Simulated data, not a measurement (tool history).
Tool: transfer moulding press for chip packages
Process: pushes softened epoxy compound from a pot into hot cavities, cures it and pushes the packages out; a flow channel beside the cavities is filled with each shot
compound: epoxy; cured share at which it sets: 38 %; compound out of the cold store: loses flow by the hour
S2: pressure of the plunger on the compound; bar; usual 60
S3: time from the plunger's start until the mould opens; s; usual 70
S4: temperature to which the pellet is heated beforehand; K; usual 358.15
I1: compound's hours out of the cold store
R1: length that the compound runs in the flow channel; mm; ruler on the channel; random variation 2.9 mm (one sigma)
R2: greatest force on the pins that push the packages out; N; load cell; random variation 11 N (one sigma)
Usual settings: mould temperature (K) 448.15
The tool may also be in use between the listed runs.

run 1 day=0 | mould_temperature_(K)=448.15 S2=60 S3=70 S4=358.15 | I1=30.7 | R1=582 R2=734
run 2 day=0.5 | mould_temperature_(K)=448.15 S2=60 S3=70 S4=358.15 | I1=41.6 | R1=559 R2=796
run 3 day=1.108 | mould_temperature_(K)=448.15 S2=60 S3=70 S4=358.15 | I1=20.8 | R1=591 R2=842
-- day=1.9 cavities cleaned with cleaning compound and waxed
run 4 day=2.092 | mould_temperature_(K)=448.15 S2=60 S3=70 S4=358.15 | I1=11.8 | R1=611 R2=618
-- day=2.675 plunger's sealing rings changed
run 5 day=3.325 | mould_temperature_(K)=448.15 S2=48.4 S3=70 S4=358.15 | I1=15 | R1=568 R2=820
run 6 day=3.854 | mould_temperature_(K)=448.15 S2=48.4 S3=70 S4=358.15 | I1=21.2 | R1=554 R2=840
run 7 day=4.996 | mould_temperature_(K)=448.15 S2=60 S3=70 S4=358.15 | I1=27.7 | R1=602 R2=906
-- day=5.154 cavities cleaned with cleaning compound and waxed
run 8 day=5.571 | mould_temperature_(K)=448.15 S2=60 S3=70 S4=358.15 | I1=28.4 | R1=595 R2=638
run 9 day=6.158 | mould_temperature_(K)=448.15 S2=74.6 S3=70 S4=358.15 | I1=44.7 | R1=630 R2=731
run 10 day=6.867 | mould_temperature_(K)=448.15 S2=63.8 S3=70 S4=358.15 | I1=35.1 | R1=602 R2=862
run 11 day=7.883 | mould_temperature_(K)=453.15 S2=59.3 S3=64 S4=352.15 | I1=44.7 | R1=550 R2=825
-- day=8.292 cavities cleaned with cleaning compound and waxed
run 12 day=9.075 | mould_temperature_(K)=448.15 S2=70.7 S3=70 S4=358.15 | I1=15.9 | R1=656 R2=737
run 13 day=10.121 | mould_temperature_(K)=448.15 S2=60 S3=70 S4=351.15 | I1=28.5 | R1=578 R2=844
run 14 day=10.775 | mould_temperature_(K)=445.15 S2=48.9 S3=75 S4=353.15 | I1=38.5 | R1=509 R2=933
-- day=11.429 cavities cleaned with cleaning compound and waxed
run 15 day=11.446 | mould_temperature_(K)=447.15 S2=49.5 S3=64 S4=353.15 | I1=37.7 | R1=509 R2=711
run 16 day=12.346 | mould_temperature_(K)=448.15 S2=60 S3=70 S4=352.15 | I1=32.5 | R1=565 R2=741
run 17 day=13.225 | mould_temperature_(K)=448.15 S2=60 S3=70 S4=352.15 | I1=24.7 | R1=580 R2=864
-- day=13.425 plunger's sealing rings changed
run 18 day=13.821 | mould_temperature_(K)=446.15 S2=60 S3=70 S4=363.15 | I1=31.6 | R1=607 R2=992
run 19 day=14.454 | mould_temperature_(K)=450.15 S2=60.8 S3=70 S4=366.15 | I1=40.7 | R1=579 R2=823
-- day=14.675 cavities cleaned with cleaning compound and waxed
run 20 day=15.35 | mould_temperature_(K)=442.15 S2=60.8 S3=70 S4=366.15 | I1=24.9 | R1=629 R2=998

The same runs without the tool's hidden state, with the same run-to-run variation:
The hidden state here: true mould temperature over the reading, C; pressure that reaches the compound, % of what is set; grip of the stained cavities, % over clean ones'; drift of the gauge itself on flow_mm, %; drift of the gauge itself on push_out_n, %.
run=1 R1=607 R2=514
run=2 R1=584 R2=516
run=3 R1=621 R2=506
run=4 R1=645 R2=545
run=5 R1=571 R2=537
run=6 R1=559 R2=515
run=7 R1=611 R2=504
run=8 R1=606 R2=512
run=9 R1=644 R2=506
run=10 R1=617 R2=537
run=11 R1=568 R2=471
run=12 R1=681 R2=532
run=13 R1=604 R2=515
run=14 R1=534 R2=532
run=15 R1=535 R2=657
run=16 R1=598 R2=523
run=17 R1=618 R2=528
run=18 R1=607 R2=572
run=19 R1=581 R2=462
run=20 R1=633 R2=713
